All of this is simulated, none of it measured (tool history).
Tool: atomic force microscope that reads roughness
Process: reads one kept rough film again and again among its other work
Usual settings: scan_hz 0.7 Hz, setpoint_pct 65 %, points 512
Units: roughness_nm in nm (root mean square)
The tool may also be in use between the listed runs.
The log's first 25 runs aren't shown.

run    hour  scan_hz  setpoint_pct  points  pictures with this tip  hours of work since the height scale was calibrated  roughness_nm
     1180.5  -- new tip fitted
 26  1180.6    3.689            72     979                       0                                                  107          2.78
 27  1224.5    3.689            72     979                      42                                                  131         2.649
     1279.6  -- new tip fitted
 28  1292.9    1.055            65     991                      12                                                  169         3.085
 29  1350.9    1.717            76     264                      67                                                  202          2.68
     1383.6  -- new tip fitted
 30  1383.6    1.717            76     264                       0                                                  220         2.937
 31  1417.2    1.717            76     264                      32                                                  239         2.815
 32  1450.9    1.068            86     512                      63                                                  258         2.741
     1482.7  -- new tip fitted
 33  1490.4    1.068            86     651                       7                                                  280         2.905
 34  1525.5    3.301            66     496                      40                                                  300         2.785
 35  1580.1    2.175            61     775                      91                                                  331         2.776
     1586.5  -- new tip fitted
 36  1649.4      0.7            76     512                      59                                                  369         2.863

3 ways to go on from here, each from the tool as it stands after run 36. What would each give?
     1686.3  -- new tip fitted
  A  1701.4    3.685            69     419                      14                                                  398             ?
     1686.3  -- new tip fitted
  B  1701.4      0.7            62     347                      14                                                  398             ?
     1686.3  -- new tip fitted
  C  1701.4    1.361            68     512                      14                                                  398             ?

run  roughness_nm
  A         2.789
  B         3.139
  C         3.023
Without the tool's hidden state the same runs would have given:
run  roughness_nm
  A         2.852
  B          3.21
  C         3.091
